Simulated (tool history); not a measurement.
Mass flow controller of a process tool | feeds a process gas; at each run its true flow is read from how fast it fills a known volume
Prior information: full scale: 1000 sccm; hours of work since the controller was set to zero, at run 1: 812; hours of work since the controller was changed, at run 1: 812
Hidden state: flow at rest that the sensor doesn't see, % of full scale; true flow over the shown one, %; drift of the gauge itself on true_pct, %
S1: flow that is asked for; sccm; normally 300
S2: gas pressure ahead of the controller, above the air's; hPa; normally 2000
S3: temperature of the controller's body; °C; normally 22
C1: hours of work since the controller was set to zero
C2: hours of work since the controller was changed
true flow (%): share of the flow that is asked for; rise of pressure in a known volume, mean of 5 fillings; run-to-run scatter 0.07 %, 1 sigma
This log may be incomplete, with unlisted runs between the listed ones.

Run 1, hour 0: usual settings; C1 812; C2 812. Result: true flow (%) 98.79.
Run 2, hour 57.9: usual settings; C1 850; C2 850. Result: true flow (%) 98.85.
Run 3, hour 108: usual settings but S1 150 sccm; C1 882; C2 882. Result: true flow (%) 98.41.
Run 4, hour 184.9: usual settings but S1 150 sccm; C1 931; C2 931. Result: true flow (%) 98.48.
Run 5, hour 243.4: usual settings but S2 2030 hPa; C1 969; C2 969. Result: true flow (%) 98.92.
Run 6, hour 320.2: usual settings but S2 2120 hPa; C1 1018; C2 1018. Result: true flow (%) 98.79.
Run 7, hour 379.5: usual settings but S1 263 sccm; C1 1056; C2 1056. Result: true flow (%) 98.8.
Run 8, hour 466.6: usual settings but S1 263 sccm; C1 1112; C2 1112. Result: true flow (%) 98.91.
Run 9, hour 508.7: usual settings but S1 263 sccm; C1 1140; C2 1140. Result: true flow (%) 98.72.
Run 10, hour 551: usual settings but S1 263 sccm; C1 1167; C2 1167. Result: true flow (%) 98.83.
Run 11, hour 609.7: usual settings; C1 1205; C2 1205. Result: true flow (%) 98.8.
Run 12, hour 690.6: usual settings; C1 1256; C2 1256. Result: true flow (%) 98.8.
Run 13, hour 780.7: usual settings but S2 1500 hPa; C1 1314; C2 1314. Result: true flow (%) 99.31.
Run 14, hour 870: usual settings but S1 488 sccm; C1 1372; C2 1372. Result: true flow (%) 99.37.
Run 15, hour 959.2: usual settings; C1 1429; C2 1429. Result: true flow (%) 98.89.
Run 16, hour 1021.3: usual settings; C1 1469; C2 1469. Result: true flow (%) 98.91.
Run 17, hour 1113.7: usual settings; C1 1529; C2 1529. Result: true flow (%) 98.89.
Run 18, hour 1194.4: usual settings; C1 1580; C2 1580. Result: true flow (%) 98.82.
Run 19, hour 1255.8: usual settings but S1 577 sccm; C1 1620; C2 1620. Result: true flow (%) 99.68.
Run 20, hour 1307.3: usual settings; C1 1653; C2 1653. Result: true flow (%) 99.04.
Run 21, hour 1371.8: usual settings; C1 1694; C2 1694. Result: true flow (%) 98.95.
Run 22, hour 1428.5: usual settings but S2 2020 hPa; C1 1731; C2 1731. Result: true flow (%) 98.8.
Run 23, hour 1486.5: usual settings; C1 1768; C2 1768. Result: true flow (%) 98.83.
Run 24, hour 1552: usual settings; C1 1810; C2 1810. Result: true flow (%) 98.88.
Run 25, hour 1616.8: usual settings but S1 330 sccm, S2 1700 hPa; C1 1852; C2 1852. Result: true flow (%) 99.24.
Run 26, hour 1656.3: usual settings but S1 326 sccm, S2 2030 hPa, S3 21 °C; C1 1877; C2 1877. Result: true flow (%) 98.98.
Run 27, hour 1720.4: usual settings but S1 180 sccm, S2 1620 hPa, S3 30 °C; C1 1919; C2 1919. Result: true flow (%) 99.29.
At hour 1726.9: controller's zero set anew.
Run 28, hour 1809: usual settings but S1 458 sccm, S2 2010 hPa, S3 23 °C; C1 53; C2 1975. Result: true flow (%) 99.16.
Run 29, hour 1889.4: usual settings but S1 458 sccm, S2 2010 hPa, S3 23 °C; C1 104; C2 2027. Result: true flow (%) 99.31.
Run 30, hour 1929.1: usual settings but S2 2350 hPa, S3 28 °C; C1 130; C2 2052. Result: true flow (%) 98.7.
Run 31, hour 1983.1: usual settings but S1 105 sccm, S2 2140 hPa, S3 24 °C; C1 165; C2 2087. Result: true flow (%) 97.44.
Run 32, hour 2036.5: usual settings but S1 105 sccm, S2 2490 hPa, S3 31 °C; C1 199; C2 2122. Result: true flow (%) 97.64.
Run 33, hour 2086.1: usual settings but S1 380 sccm, S2 2400 hPa, S3 31 °C; C1 231; C2 2153. Result: true flow (%) 99.29.
Run 34, hour 2132.2: usual settings but S1 921 sccm, S2 1580 hPa; C1 261; C2 2183. Result: true flow (%) 100.48.
At hour 2165.1: controller's zero set anew, once more.
Run 35, hour 2196.7: usual settings but S2 2110 hPa; C1 20; C2 2224. Result: true flow (%) 99.21.
Run 36, hour 2288.3: usual settings but S1 299 sccm, S2 2110 hPa; C1 79; C2 2283. Result: true flow (%) 99.28.
Run 37, hour 2345.2: usual settings but S1 107 sccm, S2 2690 hPa; C1 116; C2 2320. Result: true flow (%) 98.25.
Run 38, hour 2424.7: usual settings but S2 2740 hPa, S3 33 °C; C1 167; C2 2371. Result: true flow (%) 99.31.
Run 39, hour 2472.1: usual settings but S1 326 sccm, S2 2160 hPa, S3 21 °C; C1 197; C2 2401. Result: true flow (%) 99.19.
Run 40, hour 2557.4: usual settings but S1 571 sccm, S2 2160 hPa, S3 23 °C; C1 252; C2 2456. Result: true flow (%) 99.9.
Run 41, hour 2596.5: usual settings but S1 221 sccm, S2 1580 hPa, S3 21 °C; C1 277; C2 2481. Result: true flow (%) 99.5.
Run 42, hour 2667.1: usual settings but S1 161 sccm, S2 1560 hPa, S3 23 °C; C1 323; C2 2527. Result: true flow (%) 99.32.
Run 43, hour 2746.5: usual settings but S1 161 sccm, S2 1560 hPa, S3 23 °C; C1 374; C2 2578. Result: true flow (%) 99.37.
Run 44, hour 2837.1: usual settings but S2 2220 hPa; C1 432; C2 2636. Result: true flow (%) 99.15.
Run 45, hour 2916.9: usual settings but S2 2220 hPa; C1 483; C2 2687. Result: true flow (%) 99.13.
Run 46, hour 3001.9: usual settings but S2 2220 hPa; C1 538; C2 2742. Result: true flow (%) 99.29.
Run 47, hour 3083.4: usual settings but S1 649 sccm, S2 1840 hPa, S3 21 °C; C1 591; C2 2794. Result: true flow (%) 100.15.

Take each entry between the runs: how does the hidden state at the last listed run before it differ from the hidden state at the first listed run after it?
In the gap between runs 27 and 28: controller's zero set anew (hour 1726.9)
  flow at rest that the sensor doesn't see, % of full scale: -0.098 -> -0.149; true flow over the shown one, %: 0.56 -> 0.58
  what was measured, less what the result would be without the hidden state, true flow (%): +0.01 -> +0.25
In the gap between runs 34 and 35: controller's zero set anew, once more (hour 2165.1)
  flow at rest that the sensor doesn't see, % of full scale: -0.159 -> -0.022; true flow over the shown one, %: 0.63 -> 0.64
  what was measured, less what the result would be without the hidden state, true flow (%): +0.45 -> +0.57
